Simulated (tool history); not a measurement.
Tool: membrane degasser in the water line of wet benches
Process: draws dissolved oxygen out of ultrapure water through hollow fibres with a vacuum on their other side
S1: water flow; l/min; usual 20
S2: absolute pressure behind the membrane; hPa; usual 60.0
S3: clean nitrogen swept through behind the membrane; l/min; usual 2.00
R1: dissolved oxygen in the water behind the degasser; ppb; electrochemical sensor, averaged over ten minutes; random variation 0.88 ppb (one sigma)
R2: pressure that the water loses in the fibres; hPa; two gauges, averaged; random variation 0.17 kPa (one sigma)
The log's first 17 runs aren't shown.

run    hour  S1     S2    S3     R1     R2
 18  3936.1  18   60.0  5.89   43.1  260.3
 19  4241.7  25   60.0  5.89  114.7  365.3
 20  4379.0  20  107.3  2.00  209.5  294.9
 21  4693.8  20  107.3  2.00  216.6  296.7
     4711.5  -- vacuum gauge calibrated
 22  4972.1  20   67.0  2.00  121.8  291.0
 23  5198.6  20   67.0  2.00  124.2  293.6
 24  5414.3  20   67.0  2.00  124.2  297.4
 25  5582.7  20   51.6  1.20  120.8  295.1
     5626.5  -- vacuum gauge calibrated, once more
     5792.3  -- membrane cartridge changed
 26  5879.4  22  128.0  3.10  184.6  288.8
 27  6085.2  14   73.2  1.79   80.5  185.4
 28  6421.5  14   72.8  1.07  126.4  183.4
 29  6750.1  14   39.3  3.62    8.9  185.2
 30  7011.6  20   36.2  4.20   23.4  263.1
 31  7244.8  20   36.2  4.20   24.6  266.1
 32  7558.3  31   97.1  4.71  219.5  414.1

4 ways to go on from here, each from the tool as it stands after run 32. What would each give?
  A  7823.3  23  60.0  2.00   ?   ?
  B  7823.3  31  97.1  2.09   ?   ?
  C  7823.3  25  97.1  4.71   ?   ?
  D  7823.3  28  50.6  4.71   ?   ?

run     R1     R2
  A  111.5  309.4
  B  334.4  413.3
  C  136.6  334.4
  D  110.1  370.4
Without the tool's hidden state the same runs would have given:
run     R1     R2
  A  107.2  305.0
  B  325.1  407.4
  C  131.6  329.6
  D  104.0  365.0

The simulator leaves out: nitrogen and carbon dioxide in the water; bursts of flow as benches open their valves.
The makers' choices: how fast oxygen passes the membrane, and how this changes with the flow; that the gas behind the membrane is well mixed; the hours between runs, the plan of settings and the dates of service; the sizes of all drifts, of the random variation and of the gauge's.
